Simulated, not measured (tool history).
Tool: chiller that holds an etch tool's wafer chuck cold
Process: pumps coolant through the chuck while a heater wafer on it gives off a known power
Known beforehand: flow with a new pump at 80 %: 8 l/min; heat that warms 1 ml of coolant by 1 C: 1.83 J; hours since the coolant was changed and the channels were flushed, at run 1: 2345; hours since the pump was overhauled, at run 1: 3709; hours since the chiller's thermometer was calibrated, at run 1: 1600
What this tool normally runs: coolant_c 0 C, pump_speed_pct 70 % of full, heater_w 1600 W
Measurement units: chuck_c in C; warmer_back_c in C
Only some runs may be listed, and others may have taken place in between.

| run | hour | coolant_c | pump_speed_pct | heater_w | hours since the coolant was changed and the channels were flushed | hours since the pump was overhauled | hours since the chiller's thermometer was calibrated | chuck_c | warmer_back_c |
|---|---|---|---|---|---|---|---|---|---|
| 1 | 0.0 | 0 | 70 | 1600 | 2345 | 3709 | 1600 | 18.2 | 7.98 |
| 2 | 70.2 | 0 | 70 | 1600 | 2416 | 3779 | 1670 | 18.4 | 7.99 |
| 3 | 131.2 | 0 | 70 | 1600 | 2477 | 3840 | 1731 | 18.3 | 8.09 |
| 4 | 221.1 | 0 | 70 | 1413 | 2567 | 3930 | 1821 | 16.4 | 7.07 |
| 5 | 265.7 | 0 | 70 | 2318 | 2611 | 3975 | 1866 | 26.7 | 11.56 |
| 6 | 349.8 | 0 | 70 | 1600 | 2695 | 4059 | 1950 | 18.6 | 8.08 |
| 7 | 436.8 | 0 | 70 | 1600 | 2782 | 4146 | 2037 | 18.7 | 8.04 |
| 8 | 521.0 | 0 | 70 | 1600 | 2866 | 4230 | 2121 | 18.7 | 8.15 |
| 9 | 572.7 | 0 | 78 | 1600 | 2918 | 4282 | 2173 | 17.0 | 7.17 |
| 10 | 652.8 | 0 | 70 | 1099 | 2998 | 4362 | 2253 | 12.9 | 5.55 |
| 11 | 720.1 | 4 | 70 | 1600 | 3066 | 4429 | 2320 | 22.8 | 8.10 |
|  | 731.7 | coolant pump overhauled |
| 12 | 801.9 | -6 | 70 | 1600 | 3142 | 70 | 2397 | 13.3 | 8.27 |
| 13 | 892.0 | -5 | 70 | 1600 | 3232 | 160 | 2487 | 14.1 | 8.32 |
| 14 | 984.2 | -5 | 70 | 1600 | 3325 | 253 | 2579 | 14.4 | 8.38 |
| 15 | 1037.9 | 0 | 70 | 1600 | 3378 | 306 | 2633 | 19.4 | 8.28 |
|  | 1092.3 | chiller's thermometer calibrated |
| 16 | 1111.3 | 0 | 70 | 1600 | 3451 | 379 | 19 | 19.4 | 8.28 |
| 17 | 1177.0 | 0 | 63 | 1930 | 3516 | 444 | 85 | 25.5 | 11.34 |
|  | 1244.3 | coolant pump overhauled, once more |
| 18 | 1254.7 | 8 | 63 | 1930 | 3589 | 10 | 157 | 31.9 | 10.41 |
| 19 | 1345.6 | 8 | 63 | 1930 | 3680 | 101 | 248 | 32.0 | 10.44 |
| 20 | 1404.1 | 9 | 63 | 1166 | 3739 | 160 | 307 | 23.5 | 6.34 |
| 21 | 1486.7 | -8 | 70 | 930 | 3821 | 242 | 389 | 2.7 | 4.48 |
| 22 | 1525.0 | -8 | 70 | 930 | 3859 | 281 | 428 | 2.6 | 4.43 |
| 23 | 1618.0 | -8 | 93 | 930 | 3952 | 374 | 521 | 0.4 | 3.21 |
| 24 | 1659.7 | -7 | 78 | 1600 | 3994 | 415 | 562 | 9.8 | 6.80 |
| 25 | 1740.6 | -1 | 61 | 1836 | 4075 | 496 | 643 | 22.8 | 10.35 |
| 26 | 1801.2 | -1 | 61 | 1836 | 4136 | 557 | 704 | 22.8 | 10.29 |
| 27 | 1891.1 | -1 | 61 | 1836 | 4226 | 647 | 794 | 22.9 | 10.38 |
| 28 | 1939.6 | -1 | 61 | 1836 | 4274 | 695 | 842 | 23.1 | 10.25 |
| 29 | 2000.3 | 7 | 61 | 1443 | 4335 | 756 | 903 | 25.8 | 8.18 |
| 30 | 2054.2 | 7 | 61 | 1443 | 4389 | 810 | 957 | 26.0 | 8.08 |
| 31 | 2146.2 | 7 | 61 | 1443 | 4481 | 902 | 1049 | 26.0 | 8.12 |

Alternative continuations, all from the tool just after run 31; predict every row:
| A | 2207.2 | 5 | 73 | 1158 | 4542 | 963 | 1110 | ? | ? |
| B | 2207.2 | -7 | 70 | 1245 | 4542 | 963 | 1110 | ? | ? |
| C | 2207.2 | -10 | 89 | 1032 | 4542 | 963 | 1110 | ? | ? |

| run | chuck_c | warmer_back_c |
|---|---|---|
| A | 17.9 | 5.38 |
| B | 7.6 | 6.01 |
| C | -0.3 | 3.86 |
Take away the tool's hidden state, keep each run's random variation, and the runs would have read:
| run | chuck_c | warmer_back_c |
|---|---|---|
| A | 16.4 | 5.26 |
| B | 6.0 | 5.87 |
| C | -1.4 | 3.77 |
